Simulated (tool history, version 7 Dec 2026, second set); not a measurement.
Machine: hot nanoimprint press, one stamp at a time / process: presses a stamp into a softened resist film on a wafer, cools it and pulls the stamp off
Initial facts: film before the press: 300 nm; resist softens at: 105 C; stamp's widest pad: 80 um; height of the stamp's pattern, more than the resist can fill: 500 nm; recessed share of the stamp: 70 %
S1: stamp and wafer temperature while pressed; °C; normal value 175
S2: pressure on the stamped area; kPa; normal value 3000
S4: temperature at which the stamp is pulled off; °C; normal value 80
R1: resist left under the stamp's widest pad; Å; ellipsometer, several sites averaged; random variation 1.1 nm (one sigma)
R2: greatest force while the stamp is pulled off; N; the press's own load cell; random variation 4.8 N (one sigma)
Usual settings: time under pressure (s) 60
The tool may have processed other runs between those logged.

run 1 hour=0.0 | S1=175 S2=3000 time_under_pressure_(s)=60 S4=80 | R1=1723 R2=257
run 2 hour=9.0 | S1=175 S2=3000 time_under_pressure_(s)=60 S4=80 | R1=1752 R2=247
run 3 hour=20.9 | S1=175 S2=3000 time_under_pressure_(s)=60 S4=80 | R1=1755 R2=263
run 4 hour=32.8 | S1=175 S2=3000 time_under_pressure_(s)=60 S4=80 | R1=1756 R2=268
run 5 hour=40.6 | S1=175 S2=3000 time_under_pressure_(s)=60 S4=80 | R1=1738 R2=255
run 6 hour=51.6 | S1=175 S2=3000 time_under_pressure_(s)=60 S4=80 | R1=1749 R2=259
run 7 hour=59.5 | S1=175 S2=3000 time_under_pressure_(s)=60 S4=80 | R1=1767 R2=267
run 8 hour=73.5 | S1=175 S2=3000 time_under_pressure_(s)=60 S4=80 | R1=1755 R2=268
run 9 hour=87.3 | S1=175 S2=3000 time_under_pressure_(s)=60 S4=80 | R1=1748 R2=276
run 10 hour=99.8 | S1=175 S2=3000 time_under_pressure_(s)=60 S4=80 | R1=1754 R2=279
run 11 hour=112.3 | S1=175 S2=3000 time_under_pressure_(s)=60 S4=80 | R1=1755 R2=278
run 12 hour=123.9 | S1=175 S2=3000 time_under_pressure_(s)=60 S4=80 | R1=1755 R2=274
run 13 hour=136.6 | S1=175 S2=3000 time_under_pressure_(s)=60 S4=80 | R1=1750 R2=292
-- hour=147.9 stamp cleaned and given a new release coat
run 14 hour=156.9 | S1=175 S2=3000 time_under_pressure_(s)=60 S4=80 | R1=1779 R2=251
run 15 hour=163.6 | S1=175 S2=3000 time_under_pressure_(s)=60 S4=80 | R1=1743 R2=245
run 16 hour=170.0 | S1=167 S2=3200 time_under_pressure_(s)=78 S4=85 | R1=2242 R2=213
run 17 hour=176.6 | S1=167 S2=3200 time_under_pressure_(s)=78 S4=85 | R1=2244 R2=211
run 18 hour=184.1 | S1=167 S2=3200 time_under_pressure_(s)=78 S4=85 | R1=2238 R2=217
run 19 hour=193.4 | S1=167 S2=2080 time_under_pressure_(s)=78 S4=81 | R1=2434 R2=256
run 20 hour=201.3 | S1=171 S2=3000 time_under_pressure_(s)=60 S4=80 | R1=2099 R2=258
run 21 hour=213.5 | S1=171 S2=3000 time_under_pressure_(s)=60 S4=80 | R1=2113 R2=267
run 22 hour=229.0 | S1=171 S2=3000 time_under_pressure_(s)=60 S4=80 | R1=2090 R2=262
run 23 hour=235.3 | S1=171 S2=4130 time_under_pressure_(s)=60 S4=80 | R1=1924 R2=276
run 24 hour=248.0 | S1=171 S2=3210 time_under_pressure_(s)=60 S4=80 | R1=2065 R2=268
run 25 hour=260.9 | S1=171 S2=3210 time_under_pressure_(s)=60 S4=80 | R1=2078 R2=276
run 26 hour=268.9 | S1=174 S2=3010 time_under_pressure_(s)=60 S4=80 | R1=1850 R2=293
run 27 hour=277.9 | S1=174 S2=3010 time_under_pressure_(s)=60 S4=80 | R1=1880 R2=277
run 28 hour=290.5 | S1=174 S2=3010 time_under_pressure_(s)=60 S4=80 | R1=1844 R2=302
run 29 hour=302.8 | S1=172 S2=3960 time_under_pressure_(s)=47 S4=80 | R1=2033 R2=292
-- hour=315.8 stamp cleaned and given a new release coat
run 30 hour=317.3 | S1=175 S2=3000 time_under_pressure_(s)=60 S4=79 | R1=1793 R2=256

Each run again, without the hidden state but with its own random variation kept:
Unlogged tool condition in this case: true temperature over the reading, C; pressure that arrives at the usual setting, %; grip of the stamp's worn release coat, % over a new coat's; drift of the gauge itself on residual_nm, %; drift of the gauge itself on pull_off_n, %.
run=1 R1=1666 R2=246
run=2 R1=1693 R2=234
run=3 R1=1693 R2=247
run=4 R1=1692 R2=248
run=5 R1=1673 R2=233
run=6 R1=1682 R2=234
run=7 R1=1698 R2=239
run=8 R1=1683 R2=236
run=9 R1=1673 R2=239
run=10 R1=1677 R2=239
run=11 R1=1676 R2=235
run=12 R1=1674 R2=228
run=13 R1=1666 R2=240
run=14 R1=1692 R2=241
run=15 R1=1657 R2=234
run=16 R1=2152 R2=201
run=17 R1=2153 R2=198
run=18 R1=2146 R2=201
run=19 R1=2357 R2=236
run=20 R1=2003 R2=236
run=21 R1=2014 R2=241
run=22 R1=1989 R2=232
run=23 R1=1814 R2=243
run=24 R1=1958 R2=233
run=25 R1=1968 R2=236
run=26 R1=1742 R2=248
run=27 R1=1768 R2=233
run=28 R1=1732 R2=250
run=29 R1=1912 R2=238
run=30 R1=1677 R2=247
